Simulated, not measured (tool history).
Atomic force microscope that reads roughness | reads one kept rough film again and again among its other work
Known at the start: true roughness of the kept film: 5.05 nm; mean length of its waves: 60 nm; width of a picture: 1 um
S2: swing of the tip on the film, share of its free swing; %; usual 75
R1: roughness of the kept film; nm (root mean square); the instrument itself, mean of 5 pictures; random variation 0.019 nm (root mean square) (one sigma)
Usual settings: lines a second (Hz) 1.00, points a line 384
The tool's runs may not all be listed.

Run 1, hour 0.0: usual settings. Result: R1 4.616 nm (root mean square).
Run 2, hour 7.4: usual settings. Result: R1 4.591 nm (root mean square).
Run 3, hour 18.1: usual settings. Result: R1 4.514 nm (root mean square).
Run 4, hour 27.5: usual settings but points a line 342. Result: R1 4.489 nm (root mean square).
Run 5, hour 36.4: usual settings but lines a second (Hz) 2.52. Result: R1 4.171 nm (root mean square).
Run 6, hour 46.7: usual settings. Result: R1 4.423 nm (root mean square).
Run 7, hour 56.0: usual settings. Result: R1 4.385 nm (root mean square).
Run 8, hour 66.4: usual settings. Result: R1 4.343 nm (root mean square).
Run 9, hour 74.9: usual settings but lines a second (Hz) 3.24. Result: R1 3.955 nm (root mean square).
Run 10, hour 83.4: usual settings but lines a second (Hz) 3.24. Result: R1 3.962 nm (root mean square).
Run 11, hour 88.2: usual settings but lines a second (Hz) 3.24. Result: R1 3.920 nm (root mean square).
Run 12, hour 96.8: usual settings but lines a second (Hz) 3.24. Result: R1 3.908 nm (root mean square).
Run 13, hour 103.6: usual settings but S2 58 %. Result: R1 4.301 nm (root mean square).
Run 14, hour 110.5: usual settings. Result: R1 4.198 nm (root mean square).
Run 15, hour 121.4: usual settings but S2 57 %. Result: R1 4.243 nm (root mean square).
Run 16, hour 128.9: usual settings. Result: R1 4.094 nm (root mean square).
Run 17, hour 137.0: usual settings but points a line 453. Result: R1 4.086 nm (root mean square).
Run 18, hour 142.8: usual settings but points a line 453. Result: R1 4.065 nm (root mean square).
Run 19, hour 152.4: usual settings. Result: R1 4.043 nm (root mean square).
Run 20, hour 160.7: usual settings. Result: R1 4.029 nm (root mean square).
Run 21, hour 169.4: usual settings. Result: R1 4.004 nm (root mean square).
Run 22, hour 175.2: usual settings but lines a second (Hz) 0.79. Result: R1 3.992 nm (root mean square).
Run 23, hour 181.6: usual settings but lines a second (Hz) 0.79. Result: R1 3.995 nm (root mean square).
Run 24, hour 189.9: usual settings. Result: R1 3.899 nm (root mean square).
At hour 194.5: new tip fitted.
Run 25, hour 198.6: usual settings. Result: R1 4.578 nm (root mean square).
Run 26, hour 209.6: usual settings but lines a second (Hz) 3.20, S2 84 %, points a line 373. Result: R1 3.936 nm (root mean square).
Run 27, hour 215.9: usual settings but lines a second (Hz) 3.20, S2 84 %, points a line 373. Result: R1 3.899 nm (root mean square).
Run 28, hour 226.6: usual settings but lines a second (Hz) 3.20, S2 68 %, points a line 284. Result: R1 4.255 nm (root mean square).
Run 29, hour 232.8: usual settings but lines a second (Hz) 3.20, S2 68 %, points a line 284. Result: R1 4.260 nm (root mean square).
Run 30, hour 239.1: usual settings but lines a second (Hz) 0.84, S2 65 %, points a line 391. Result: R1 4.524 nm (root mean square).
Run 31, hour 245.9: usual settings but S2 69 %, points a line 340. Result: R1 4.460 nm (root mean square).
Run 32, hour 252.9: usual settings but lines a second (Hz) 0.83, S2 77 %, points a line 864. Result: R1 4.408 nm (root mean square).
Run 33, hour 263.8: usual settings but lines a second (Hz) 2.93, S2 77 %, points a line 315. Result: R1 3.993 nm (root mean square).
Run 34, hour 274.2: usual settings but lines a second (Hz) 1.02, S2 77 %, points a line 633. Result: R1 4.304 nm (root mean square).
Run 35, hour 283.4: usual settings but S2 81 %, points a line 634. Result: R1 4.213 nm (root mean square).
Run 36, hour 288.7: usual settings but S2 81 %, points a line 634. Result: R1 4.225 nm (root mean square).
Run 37, hour 295.1: usual settings but lines a second (Hz) 2.15, S2 86 %, points a line 385. Result: R1 3.836 nm (root mean square).
Run 38, hour 302.5: usual settings but lines a second (Hz) 1.56, S2 64 %, points a line 385. Result: R1 4.228 nm (root mean square).
Run 39, hour 308.9: usual settings but lines a second (Hz) 0.56, S2 68 %, points a line 546. Result: R1 4.255 nm (root mean square).
Run 40, hour 316.4: usual settings but lines a second (Hz) 1.75, S2 58 %, points a line 793. Result: R1 4.220 nm (root mean square).
Run 41, hour 321.2: usual settings but lines a second (Hz) 1.75, S2 58 %, points a line 793. Result: R1 4.210 nm (root mean square).
Run 42, hour 332.0: usual settings but lines a second (Hz) 1.75, S2 55 %, points a line 425. Result: R1 4.175 nm (root mean square).
Run 43, hour 339.5: usual settings but lines a second (Hz) 3.83, points a line 322. Result: R1 3.677 nm (root mean square).
Run 44, hour 344.4: usual settings but lines a second (Hz) 3.83, points a line 322. Result: R1 3.628 nm (root mean square).
Run 45, hour 349.1: usual settings but S2 55 %. Result: R1 4.171 nm (root mean square).
Run 46, hour 354.3: usual settings but lines a second (Hz) 2.99, S2 71 %, points a line 409. Result: R1 3.828 nm (root mean square).
Run 47, hour 364.7: usual settings but lines a second (Hz) 3.48, S2 61 %, points a line 926. Result: R1 3.889 nm (root mean square).
Run 48, hour 370.1: usual settings but lines a second (Hz) 0.95, points a line 548. Result: R1 4.000 nm (root mean square).
Run 49, hour 377.1: usual settings but lines a second (Hz) 2.64, S2 77 %, points a line 816. Result: R1 3.686 nm (root mean square).

Hidden state or all else? Some run-to-run changes of R1, split into what the settings, what came in and random variation would give without the hidden state, and what is left for the hidden state (with any gauge scatter that isn't in both results):
The hidden state here: radius of the tip, nm; height scale over the true one, %; drift of the gauge itself on roughness_nm, %.
Run 24 -> 25: new tip fitted. R1 +0.679 nm (root mean square): hidden state +0.648, all else +0.031.
Run 25 -> 26: lines a second (Hz) 1.00 -> 3.20, S2 75 -> 84, points a line 384 -> 373. R1 -0.642 nm (root mean square): hidden state -0.037, all else -0.605.
Run 37 -> 38: lines a second (Hz) 2.15 -> 1.56, S2 86 -> 64. R1 +0.392 nm (root mean square): hidden state -0.062, all else +0.454.
Run 44 -> 45: lines a second (Hz) 3.83 -> 1.00, S2 75 -> 55, points a line 322 -> 384. R1 +0.543 nm (root mean square): hidden state -0.087, all else +0.630.
